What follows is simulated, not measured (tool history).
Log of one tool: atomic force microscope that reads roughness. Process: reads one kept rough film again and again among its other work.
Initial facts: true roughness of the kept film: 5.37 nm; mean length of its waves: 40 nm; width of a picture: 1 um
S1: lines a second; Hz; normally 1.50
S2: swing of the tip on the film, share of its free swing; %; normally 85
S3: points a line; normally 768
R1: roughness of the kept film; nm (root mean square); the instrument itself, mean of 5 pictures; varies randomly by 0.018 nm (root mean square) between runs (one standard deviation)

run 1 day=0.000 | S1=1.50 S2=85 S3=768 | R1=4.260
run 2 day=0.850 | S1=1.50 S2=85 S3=768 | R1=4.253
-- day=1.004 new tip fitted
run 3 day=1.971 | S1=1.50 S2=85 S3=768 | R1=4.266
run 4 day=2.908 | S1=1.50 S2=85 S3=768 | R1=4.253
-- day=3.879 new tip fitted
run 5 day=3.888 | S1=1.50 S2=85 S3=768 | R1=4.288
run 6 day=5.233 | S1=1.50 S2=85 S3=768 | R1=4.256
-- day=6.646 new tip fitted
run 7 day=6.646 | S1=1.50 S2=85 S3=768 | R1=4.243
run 8 day=7.721 | S1=1.50 S2=85 S3=768 | R1=4.256
run 9 day=8.550 | S1=1.50 S2=73 S3=368 | R1=4.558
-- day=9.592 new tip fitted
run 10 day=9.879 | S1=3.16 S2=85 S3=373 | R1=3.629
run 11 day=11.379 | S1=3.75 S2=69 S3=302 | R1=4.159
-- day=12.358 new tip fitted
run 12 day=13.129 | S1=1.94 S2=86 S3=302 | R1=4.003
run 13 day=14.375 | S1=2.73 S2=90 S3=578 | R1=3.530
-- day=15.225 new tip fitted
run 14 day=15.638 | S1=3.19 S2=90 S3=578 | R1=3.396
run 15 day=17.171 | S1=3.19 S2=90 S3=578 | R1=3.382

Here are 3 independent what-if runs from the current tool condition. What would each one return?
-- day=18.142 new tip fitted
run A day=19.012 | S1=1.49 S2=64 S3=260 | R1=?
-- day=18.142 new tip fitted
run B day=19.012 | S1=1.00 S2=87 S3=361 | R1=?
-- day=18.142 new tip fitted
run C day=19.012 | S1=1.14 S2=79 S3=428 | R1=?

run=A R1=4.692
run=B R1=4.422
run=C R1=4.497
Without the tool's hidden state the same runs would have given:
run=A R1=4.696
run=B R1=4.425
run=C R1=4.500

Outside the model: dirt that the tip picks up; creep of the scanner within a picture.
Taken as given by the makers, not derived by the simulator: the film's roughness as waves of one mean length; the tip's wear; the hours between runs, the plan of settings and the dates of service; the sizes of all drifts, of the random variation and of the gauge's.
